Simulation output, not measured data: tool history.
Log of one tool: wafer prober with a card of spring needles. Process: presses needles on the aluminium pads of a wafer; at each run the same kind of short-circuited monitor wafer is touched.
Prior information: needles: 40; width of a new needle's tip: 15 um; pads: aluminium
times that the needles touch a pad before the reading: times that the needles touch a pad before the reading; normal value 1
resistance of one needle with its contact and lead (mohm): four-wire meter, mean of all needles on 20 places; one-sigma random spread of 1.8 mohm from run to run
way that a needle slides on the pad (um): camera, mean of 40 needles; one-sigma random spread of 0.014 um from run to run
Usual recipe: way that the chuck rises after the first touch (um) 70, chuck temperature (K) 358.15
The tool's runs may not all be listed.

run	hour	way that the chuck rises after the first touch (um)	chuck temperature (K)	times that the needles touch a pad before the reading	resistance of one needle with its contact and lead (mohm)	way that a needle slides on the pad (um)
1	0	70	358.15	1	197	14.34
# hour 9.3: tips cleaned on abrasive film
2	33.2	70	358.15	1	195	14.34
# hour 38.4: tips cleaned on abrasive film
3	51.6	70	358.15	1	197	14.32
# hour 69: tips cleaned on abrasive film
4	81.7	54	358.15	1	201	11.06
# hour 97.7: tips cleaned on abrasive film
5	104.4	70	358.15	3	193	14.29
6	123.2	70	358.15	3	194	14.34
# hour 128.6: tips cleaned on abrasive film
7	155.9	70	358.15	3	193	14.31
# hour 159.1: tips cleaned on abrasive film
# hour 189.1: tips cleaned on abrasive film
8	193.9	70	358.15	3	198	14.3
# hour 218.3: tips cleaned on abrasive film
9	227.1	70	358.15	3	194	14.31
# hour 246.8: tips cleaned on abrasive film
10	250.2	70	358.15	3	194	14.3
# hour 275.8: tips cleaned on abrasive film
11	288.2	70	358.15	3	196	14.28
# hour 297.5: height of the first contact set anew
# hour 304.5: tips cleaned on abrasive film
12	304.5	70	358.15	3	194	14.3
13	321.7	70	352.15	1	194	14.29
# hour 334.8: tips cleaned on abrasive film
14	351.6	70	358.15	2	196	14.27
# hour 364.2: tips cleaned on abrasive film
15	369.2	70	358.15	1	194	14.27
# hour 393.9: tips cleaned on abrasive film
16	405.7	70	358.15	1	193	14.27
# hour 422.8: tips cleaned on abrasive film
17	433.3	52	303.15	2	190	10.6
# hour 451.8: tips cleaned on abrasive film
18	466.3	52	303.15	2	189	10.59
# hour 480.5: tips cleaned on abrasive film
19	488.6	57	358.15	1	198	11.63
# hour 511.5: tips cleaned on abrasive film
20	524.2	57	358.15	1	198	11.6
# hour 540.5: tips cleaned on abrasive film
21	540.5	57	358.15	1	200	11.59
22	563	57	358.15	1	198	11.59
# hour 569.1: tips cleaned on abrasive film
23	582.3	57	307.15	2	188	11.59
# hour 599.5: tips cleaned on abrasive film
24	613.3	70	302.15	1	182	14.2
# hour 623.6: height of the first contact set anew
# hour 629.9: tips cleaned on abrasive film
25	634.7	70	302.15	1	184	14.23
26	651.1	70	302.15	1	182	14.22
# hour 661: tips cleaned on abrasive film
27	669.2	70	302.15	1	181	14.19
# hour 690.4: tips cleaned on abrasive film
28	697.1	52	309.15	1	189	10.55
# hour 720.5: tips cleaned on abrasive film
29	723.6	87	358.15	2	193	17.64

What if the next run were any one of these 4? Each begins from the tool's condition after run 29:
A	746.6	87	358.15	3	?	?
B	746.6	51	334.15	3	?	?
C	746.6	73	358.15	3	?	?
D	746.6	87	365.15	2	?	?

run	resistance of one needle with its contact and lead (mohm)	way that a needle slides on the pad (um)
A	189	17.65
B	196	10.34
C	192	14.81
D	193	17.65
With the hidden condition removed and each run's random variation left untouched, the same runs would have given:
run	resistance of one needle with its contact and lead (mohm)	way that a needle slides on the pad (um)
A	189	17.83
B	195	10.44
C	192	14.96
D	193	17.83
